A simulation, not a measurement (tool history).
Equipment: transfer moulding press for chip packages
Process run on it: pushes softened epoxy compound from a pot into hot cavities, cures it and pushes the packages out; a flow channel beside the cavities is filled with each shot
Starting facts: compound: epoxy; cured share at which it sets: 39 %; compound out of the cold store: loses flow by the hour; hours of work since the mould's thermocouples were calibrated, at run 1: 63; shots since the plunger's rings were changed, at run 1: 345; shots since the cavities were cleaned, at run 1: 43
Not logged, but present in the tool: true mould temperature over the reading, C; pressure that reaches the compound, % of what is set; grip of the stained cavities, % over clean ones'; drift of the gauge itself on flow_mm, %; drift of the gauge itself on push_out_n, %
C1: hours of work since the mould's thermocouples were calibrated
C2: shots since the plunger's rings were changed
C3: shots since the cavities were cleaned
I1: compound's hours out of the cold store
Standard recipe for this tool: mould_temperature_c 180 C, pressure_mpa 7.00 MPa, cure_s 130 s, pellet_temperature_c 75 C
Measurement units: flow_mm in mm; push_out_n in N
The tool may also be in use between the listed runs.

run 1 hour=0.0 | mould_temperature_c=180 pressure_mpa=7.00 cure_s=130 pellet_temperature_c=75 | C1=63 C2=345 C3=43 | I1=31.2 | flow_mm=934 push_out_n=372
run 2 hour=12.0 | mould_temperature_c=180 pressure_mpa=7.00 cure_s=130 pellet_temperature_c=75 | C1=71 C2=453 C3=151 | I1=42.6 | flow_mm=897 push_out_n=444
run 3 hour=31.6 | mould_temperature_c=180 pressure_mpa=7.00 cure_s=130 pellet_temperature_c=75 | C1=84 C2=631 C3=329 | I1=19.2 | flow_mm=957 push_out_n=531
-- hour=42.9 cavities cleaned with cleaning compound and waxed
run 4 hour=49.2 | mould_temperature_c=180 pressure_mpa=7.00 cure_s=130 pellet_temperature_c=75 | C1=95 C2=776 C3=57 | I1=23.8 | flow_mm=941 push_out_n=390
run 5 hour=73.9 | mould_temperature_c=180 pressure_mpa=5.59 cure_s=130 pellet_temperature_c=75 | C1=111 C2=1000 C3=281 | I1=17.3 | flow_mm=855 push_out_n=525
-- hour=88.9 cavities cleaned with cleaning compound and waxed
run 6 hour=88.9 | mould_temperature_c=180 pressure_mpa=5.59 cure_s=130 pellet_temperature_c=66 | C1=120 C2=1122 C3=0 | I1=46.5 | flow_mm=788 push_out_n=326
run 7 hour=103.1 | mould_temperature_c=180 pressure_mpa=5.59 cure_s=130 pellet_temperature_c=66 | C1=130 C2=1250 C3=128 | I1=32.9 | flow_mm=820 push_out_n=413
run 8 hour=118.3 | mould_temperature_c=180 pressure_mpa=5.59 cure_s=130 pellet_temperature_c=66 | C1=140 C2=1388 C3=266 | I1=26.3 | flow_mm=833 push_out_n=507
run 9 hour=130.7 | mould_temperature_c=180 pressure_mpa=5.59 cure_s=130 pellet_temperature_c=66 | C1=148 C2=1499 C3=377 | I1=43.1 | flow_mm=793 push_out_n=556
-- hour=135.1 cavities cleaned with cleaning compound and waxed
run 10 hour=154.1 | mould_temperature_c=180 pressure_mpa=7.00 cure_s=139 pellet_temperature_c=75 | C1=163 C2=1698 C3=172 | I1=10.7 | flow_mm=975 push_out_n=442
run 11 hour=167.5 | mould_temperature_c=180 pressure_mpa=7.00 cure_s=139 pellet_temperature_c=75 | C1=172 C2=1819 C3=293 | I1=35.5 | flow_mm=900 push_out_n=471
-- hour=183.2 cavities cleaned with cleaning compound and waxed
run 12 hour=188.2 | mould_temperature_c=180 pressure_mpa=7.00 cure_s=135 pellet_temperature_c=75 | C1=185 C2=1993 C3=45 | I1=33.5 | flow_mm=908 push_out_n=354
run 13 hour=210.4 | mould_temperature_c=180 pressure_mpa=7.00 cure_s=130 pellet_temperature_c=75 | C1=200 C2=2194 C3=246 | I1=31.6 | flow_mm=907 push_out_n=490
-- hour=229.5 cavities cleaned with cleaning compound and waxed
run 14 hour=232.8 | mould_temperature_c=180 pressure_mpa=7.00 cure_s=130 pellet_temperature_c=75 | C1=214 C2=2382 C3=29 | I1=17.2 | flow_mm=940 push_out_n=360
run 15 hour=243.7 | mould_temperature_c=180 pressure_mpa=7.00 cure_s=160 pellet_temperature_c=81 | C1=221 C2=2482 C3=129 | I1=45.4 | flow_mm=864 push_out_n=385
run 16 hour=268.8 | mould_temperature_c=180 pressure_mpa=7.00 cure_s=160 pellet_temperature_c=81 | C1=238 C2=2708 C3=355 | I1=47.6 | flow_mm=852 push_out_n=448
-- hour=275.6 cavities cleaned with cleaning compound and waxed
run 17 hour=280.5 | mould_temperature_c=180 pressure_mpa=7.00 cure_s=130 pellet_temperature_c=75 | C1=244 C2=2801 C3=45 | I1=45.9 | flow_mm=859 push_out_n=361
-- hour=296.9 plunger's sealing rings changed
run 18 hour=301.3 | mould_temperature_c=180 pressure_mpa=7.00 cure_s=130 pellet_temperature_c=75 | C1=257 C2=39 C3=210 | I1=33.6 | flow_mm=934 push_out_n=481
run 19 hour=312.3 | mould_temperature_c=180 pressure_mpa=7.00 cure_s=130 pellet_temperature_c=75 | C1=264 C2=138 C3=309 | I1=14.5 | flow_mm=979 push_out_n=527
-- hour=324.5 cavities cleaned with cleaning compound and waxed
run 20 hour=330.6 | mould_temperature_c=177 pressure_mpa=5.96 cure_s=150 pellet_temperature_c=84 | C1=275 C2=290 C3=55 | I1=9.8 | flow_mm=929 push_out_n=343
run 21 hour=348.4 | mould_temperature_c=177 pressure_mpa=7.96 cure_s=150 pellet_temperature_c=76 | C1=287 C2=451 C3=216 | I1=32.9 | flow_mm=1005 push_out_n=443
run 22 hour=363.0 | mould_temperature_c=178 pressure_mpa=7.96 cure_s=150 pellet_temperature_c=76 | C1=297 C2=584 C3=349 | I1=42.7 | flow_mm=977 push_out_n=463
-- hour=371.1 cavities cleaned with cleaning compound and waxed
run 23 hour=381.9 | mould_temperature_c=178 pressure_mpa=7.96 cure_s=150 pellet_temperature_c=76 | C1=309 C2=741 C3=98 | I1=17.3 | flow_mm=1039 push_out_n=393
run 24 hour=405.5 | mould_temperature_c=176 pressure_mpa=7.96 cure_s=165 pellet_temperature_c=76 | C1=324 C2=955 C3=312 | I1=45.4 | flow_mm=972 push_out_n=463
-- hour=417.8 cavities cleaned with cleaning compound and waxed
run 25 hour=429.4 | mould_temperature_c=176 pressure_mpa=7.96 cure_s=165 pellet_temperature_c=76 | C1=339 C2=1157 C3=105 | I1=17.2 | flow_mm=1046 push_out_n=385
run 26 hour=454.3 | mould_temperature_c=177 pressure_mpa=7.00 cure_s=153 pellet_temperature_c=75 | C1=356 C2=1382 C3=330 | I1=42.1 | flow_mm=910 push_out_n=480
-- hour=464.3 cavities cleaned with cleaning compound and waxed
run 27 hour=472.3 | mould_temperature_c=185 pressure_mpa=7.00 cure_s=130 pellet_temperature_c=74 | C1=367 C2=1532 C3=73 | I1=42.7 | flow_mm=858 push_out_n=343

Across each entry between runs, compare the hidden state at the last listed run before it with the hidden state at the first listed run after it:
In the gap between runs 3 and 4: cavities cleaned with cleaning compound and waxed (hour 42.9)
  true mould temperature over the reading, C: 0.09 -> 0.1; pressure that reaches the compound, % of what is set: 97.99 -> 97.56; grip of the stained cavities, % over clean ones': 58.1 -> 14
  measured minus no-state result, flow_mm: -11 -> -12 mm; push_out_n: +195 -> +46 N
In the gap between runs 5 and 6: cavities cleaned with cleaning compound and waxed (hour 88.9)
  true mould temperature over the reading, C: 0.12 -> 0.13; pressure that reaches the compound, % of what is set: 96.93 -> 96.56; grip of the stained cavities, % over clean ones': 51 -> 1.1
  measured minus no-state result, flow_mm: -14 -> -15 mm; push_out_n: +176 -> +2 N
In the gap between runs 9 and 10: cavities cleaned with cleaning compound and waxed (hour 135.1)
  true mould temperature over the reading, C: 0.16 -> 0.18; pressure that reaches the compound, % of what is set: 95.51 -> 94.88; grip of the stained cavities, % over clean ones': 62.3 -> 35.4
  measured minus no-state result, flow_mm: -19 -> -27 mm; push_out_n: +210 -> +112 N
In the gap between runs 11 and 12: cavities cleaned with cleaning compound and waxed (hour 183.2)
  true mould temperature over the reading, C: 0.19 -> 0.2; pressure that reaches the compound, % of what is set: 94.54 -> 94.04; grip of the stained cavities, % over clean ones': 52.8 -> 10.3
  measured minus no-state result, flow_mm: -27 -> -30 mm; push_out_n: +159 -> +31 N
In the gap between runs 13 and 14: cavities cleaned with cleaning compound and waxed (hour 229.5)
  true mould temperature over the reading, C: 0.22 -> 0.23; pressure that reaches the compound, % of what is set: 93.42 -> 92.87; grip of the stained cavities, % over clean ones': 46.2 -> 8.3
  measured minus no-state result, flow_mm: -32 -> -37 mm; push_out_n: +154 -> +25 N
In the gap between runs 16 and 17: cavities cleaned with cleaning compound and waxed (hour 275.6)
  pressure that reaches the compound, % of what is set: 91.93 -> 91.66; grip of the stained cavities, % over clean ones': 60.6 -> 11.6
  measured minus no-state result, flow_mm: -38 -> -40 mm; push_out_n: +165 -> +36 N
In the gap between runs 17 and 18: plunger's sealing rings changed (hour 296.9)
  true mould temperature over the reading, C: 0.26 -> 0.28; pressure that reaches the compound, % of what is set: 91.66 -> 99.51; grip of the stained cavities, % over clean ones': 11.6 -> 41.8
  measured minus no-state result, flow_mm: -40 -> -4 mm; push_out_n: +36 -> +139 N
In the gap between runs 19 and 20: cavities cleaned with cleaning compound and waxed (hour 324.5)
  true mould temperature over the reading, C: 0.29 -> 0.3; pressure that reaches the compound, % of what is set: 99.2 -> 98.75; grip of the stained cavities, % over clean ones': 54.3 -> 12.5
  measured minus no-state result, flow_mm: -6 -> -7 mm; push_out_n: +181 -> +35 N
In the gap between runs 22 and 23: cavities cleaned with cleaning compound and waxed (hour 371.1)
  true mould temperature over the reading, C: 0.32 -> 0.34; pressure that reaches the compound, % of what is set: 97.85 -> 97.39; grip of the stained cavities, % over clean ones': 58.7 -> 24.6
  measured minus no-state result, flow_mm: -12 -> -16 mm; push_out_n: +169 -> +75 N
In the gap between runs 24 and 25: cavities cleaned with cleaning compound and waxed (hour 417.8)
  true mould temperature over the reading, C: 0.35 -> 0.37; pressure that reaches the compound, % of what is set: 96.77 -> 96.12; grip of the stained cavities, % over clean ones': 57.4 -> 23.8
  measured minus no-state result, flow_mm: -18 -> -23 mm; push_out_n: +168 -> +71 N
In the gap between runs 26 and 27: cavities cleaned with cleaning compound and waxed (hour 464.3)
  true mould temperature over the reading, C: 0.39 -> 0.4; pressure that reaches the compound, % of what is set: 95.42 -> 95; grip of the stained cavities, % over clean ones': 57.9 -> 19.7
  measured minus no-state result, flow_mm: -24 -> -24 mm; push_out_n: +174 -> +55 N
